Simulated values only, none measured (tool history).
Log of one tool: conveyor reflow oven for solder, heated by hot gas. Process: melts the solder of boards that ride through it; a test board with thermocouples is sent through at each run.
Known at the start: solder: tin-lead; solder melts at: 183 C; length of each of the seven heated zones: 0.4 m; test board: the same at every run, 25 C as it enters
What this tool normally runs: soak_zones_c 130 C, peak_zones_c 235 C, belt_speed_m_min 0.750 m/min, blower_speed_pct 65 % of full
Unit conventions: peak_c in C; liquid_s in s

run	day	soak_zones_c	peak_zones_c	belt_speed_m_min	blower_speed_pct	peak_c	liquid_s
1	0.000	130	235	0.750	65	208.8	38.6
2	0.492	130	235	0.750	65	209.6	38.8
3	1.042	130	241	0.750	65	213.6	41.7
4	1.429	130	235	0.750	78	214.7	42.8
5	1.771	130	235	0.750	78	214.3	43.2
6	2.129	130	235	0.750	78	214.1	43.6
7	2.542	130	235	0.750	78	214.5	43.1
8	3.092	130	235	0.750	78	214.6	43.4
9	3.579	130	235	0.750	78	214.4	42.9
10	4.129	130	235	0.750	78	214.5	42.9
11	4.417	130	235	0.750	78	214.1	42.3
12	4.742	130	235	0.750	78	214.7	43.6
13	5.196	130	235	0.750	66	209.7	38.6
14	5.638	133	235	0.750	65	209.6	39.1
15	6.067	133	235	0.844	65	205.0	30.6
16	6.488	116	235	0.648	69	213.9	47.2
17	7.017	130	235	0.750	58	205.7	34.9
18	7.450	141	230	0.750	74	211.2	44.0
19	7.833	141	230	0.750	74	211.1	43.7
20	8.092	141	223	0.750	74	205.7	39.0
21	8.425	130	240	0.750	65	213.9	41.6
22	8.667	130	230	0.750	65	205.3	35.3
23	9.083	120	235	0.750	65	206.4	34.0
24	9.467	122	235	0.750	65	207.5	34.9
25	9.767	130	228	0.750	65	203.6	32.4
26	10.100	128	239	0.637	65	218.1	53.8
27	10.392	143	227	0.750	65	205.9	39.2
28	10.833	130	235	0.750	53	203.6	31.9
29	11.221	139	240	0.708	66	218.8	50.0
30	11.512	116	240	0.708	66	212.8	40.5

Here are 5 independent what-if runs from the current tool condition. What would each one return?
A	11.762	116	245	0.782	73	?	?
B	11.762	124	242	0.762	65	?	?
C	11.762	130	235	0.750	65	?	?
D	11.762	130	238	0.750	77	?	?
E	11.762	134	235	0.662	52	?	?

run	peak_c	liquid_s
A	216.3	38.6
B	213.0	38.6
C	209.6	38.8
D	216.6	44.5
E	209.1	44.9
Without the tool's hidden state the same runs would have given:
run	peak_c	liquid_s
A	216.3	38.6
B	213.0	38.6
C	209.6	38.8
D	216.6	44.5
E	209.1	44.9
